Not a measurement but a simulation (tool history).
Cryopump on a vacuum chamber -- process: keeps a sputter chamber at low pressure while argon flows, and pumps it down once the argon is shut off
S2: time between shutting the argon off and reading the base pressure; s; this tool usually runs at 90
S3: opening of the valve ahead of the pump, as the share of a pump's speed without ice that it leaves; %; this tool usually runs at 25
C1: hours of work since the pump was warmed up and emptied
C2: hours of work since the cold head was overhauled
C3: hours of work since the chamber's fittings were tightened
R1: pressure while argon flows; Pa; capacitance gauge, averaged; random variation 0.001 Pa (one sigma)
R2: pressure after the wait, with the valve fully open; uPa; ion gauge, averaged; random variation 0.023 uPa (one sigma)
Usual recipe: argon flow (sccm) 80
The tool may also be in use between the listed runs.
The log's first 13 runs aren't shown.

run 14 hour=503.1 | argon_flow_(sccm)=65 S2=90 S3=25 | C1=728 C2=728 C3=1069 | R1=0.186 R2=1.63
run 15 hour=552.1 | argon_flow_(sccm)=65 S2=90 S3=25 | C1=751 C2=751 C3=1092 | R1=0.1882 R2=1.61
run 16 hour=578.1 | argon_flow_(sccm)=65 S2=90 S3=25 | C1=763 C2=763 C3=1104 | R1=0.1893 R2=1.67
run 17 hour=620.7 | argon_flow_(sccm)=65 S2=90 S3=25 | C1=783 C2=783 C3=1124 | R1=0.1887 R2=1.62
run 18 hour=651.4 | argon_flow_(sccm)=80 S2=26 S3=25 | C1=797 C2=797 C3=1139 | R1=0.2309 R2=3.05
run 19 hour=702.9 | argon_flow_(sccm)=80 S2=26 S3=25 | C1=821 C2=821 C3=1163 | R1=0.2327 R2=3.15
run 20 hour=726 | argon_flow_(sccm)=131 S2=64 S3=25 | C1=832 C2=832 C3=1173 | R1=0.3779 R2=1.95
run 21 hour=772.7 | argon_flow_(sccm)=131 S2=64 S3=25 | C1=854 C2=854 C3=1195 | R1=0.3798 R2=2
run 22 hour=821.3 | argon_flow_(sccm)=32 S2=119 S3=25 | C1=876 C2=876 C3=1218 | R1=0.0922 R2=1.62
run 23 hour=857.2 | argon_flow_(sccm)=32 S2=119 S3=25 | C1=893 C2=893 C3=1235 | R1=0.0926 R2=1.64
run 24 hour=908.1 | argon_flow_(sccm)=32 S2=101 S3=25 | C1=917 C2=917 C3=1258 | R1=0.0938 R2=1.75
run 25 hour=951.3 | argon_flow_(sccm)=32 S2=101 S3=25 | C1=937 C2=937 C3=1278 | R1=0.0938 R2=1.76

Run 26, settings as shown, results not yet in. Your forecast:
run 26 hour=1004 | argon_flow_(sccm)=80 S2=25 S3=25 | C1=962 C2=962 C3=1303 | R1=? R2=?

R1: 0.2341 Pa
R2: 3.36 uPa
Take away the tool's hidden state, keep the run-to-run variation as it was, and the same run would have given R1 0.225 Pa, R2 2.21 uPa.
